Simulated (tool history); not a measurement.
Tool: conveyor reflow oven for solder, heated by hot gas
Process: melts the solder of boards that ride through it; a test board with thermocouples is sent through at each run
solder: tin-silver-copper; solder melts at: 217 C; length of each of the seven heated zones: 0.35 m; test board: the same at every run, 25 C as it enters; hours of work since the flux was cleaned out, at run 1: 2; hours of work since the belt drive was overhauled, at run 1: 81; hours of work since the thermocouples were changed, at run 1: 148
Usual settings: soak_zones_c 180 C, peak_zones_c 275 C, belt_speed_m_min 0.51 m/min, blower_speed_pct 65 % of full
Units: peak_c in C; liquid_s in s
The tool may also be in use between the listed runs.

run,hour,soak_zones_c,peak_zones_c,belt_speed_m_min,blower_speed_pct,hours of work since the flux was cleaned out,hours of work since the belt drive was overhauled,hours of work since the thermocouples were changed,peak_c,liquid_s
1,0,180,275,0.51,65,2,81,148,254.6,63.9
2,19.3,180,275,0.51,65,17,96,162,254.5,64
3,38.6,180,275,0.51,65,32,111,177,254,63.9
4,57,180,275,0.51,65,46,125,191,254.1,64.1
5,71.8,180,275,0.51,65,58,136,203,253.6,63.8
6,87,180,275,0.51,65,69,148,215,254.1,63.9
7,107.3,180,275,0.51,65,85,164,230,253.7,64
8,124.2,180,275,0.51,65,98,177,243,253.1,63.9
9,134.9,180,275,0.51,65,106,185,252,253.2,63.4
10,155.3,180,275,0.51,65,122,201,267,253.2,63.6
# hour 160.6: belt drive overhauled, speed set with a stopwatch
11,177.6,180,275,0.51,65,136,13,281,253.6,63
12,194.5,180,275,0.51,65,149,26,294,252.6,63.6
# hour 214.1: belt drive overhauled, speed set with a stopwatch, once more
13,215.9,180,275,0.51,65,163,1,308,253.1,62.2
# hour 232.1: flux residue cleaned out of gas plates and filters
14,232.1,180,275,0.51,65,0,10,317,253.9,63.8
15,241,180,275,0.51,65,7,17,323,254.6,63.9
16,261.9,180,275,0.51,65,23,33,340,253.2,63.7
17,279.1,180,275,0.51,65,36,46,353,253.4,63.8
18,296.6,180,275,0.51,65,50,60,366,253.8,63.5
19,315.8,190,285,0.51,65,65,75,381,263.2,75.2

The next listed run, before its measurement:
20,331.7,172,275,0.578,65,77,87,393,?,?

peak_c: 246.3 C
liquid_s: 46.4 s
Without the tool's hidden state the same run would have given peak_c 248 C, liquid_s 47.9 s.
